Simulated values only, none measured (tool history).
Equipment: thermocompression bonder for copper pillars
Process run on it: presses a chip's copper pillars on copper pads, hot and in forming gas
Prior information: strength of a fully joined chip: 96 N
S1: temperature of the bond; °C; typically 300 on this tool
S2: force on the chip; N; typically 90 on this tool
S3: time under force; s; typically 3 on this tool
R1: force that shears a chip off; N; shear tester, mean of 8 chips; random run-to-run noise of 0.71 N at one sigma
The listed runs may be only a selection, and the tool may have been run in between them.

run	hour	S1	S2	S3	R1
1	0.0	300	90	3	55.2
2	30.8	300	82	3	50.2
3	67.0	300	90	3	54.9
4	97.6	311	90	3	61.4
5	126.7	311	90	3	62.0
6	158.4	311	90	3	62.4
7	187.9	300	90	3	53.6
8	213.3	300	90	3	55.3
9	235.9	300	90	3	56.2
10	256.0	300	90	3	55.0
11	281.6	279	90	3	43.3
12	308.4	279	90	3	43.2
# hour 313.5: heater calibrated with a thermocouple chip
13	334.5	320	80	2	46.9
14	352.8	301	116	4	68.5
15	377.1	301	116	4	69.2
16	403.5	300	90	2	45.3
17	436.4	300	90	2	44.1
18	469.3	327	133	4	85.5
19	486.2	305	133	7	84.5
20	512.7	274	63	3	23.7

Alternative continuations, all from the tool just after run 20; predict every row:
# hour 529.4: forming gas filter changed
A	529.4	307	79	4	?
# hour 529.4: forming gas filter changed
B	529.4	284	63	2	?
# hour 529.4: forming gas filter changed
C	529.4	285	124	4	?
# hour 529.4: forming gas filter changed
D	529.4	322	63	3	?

run	R1
A	54.7
B	23.8
C	64.4
D	46.4
With no hidden state in the tool, these same runs would have given:
run	R1
A	52.1
B	22.3
C	61.7
D	44.0
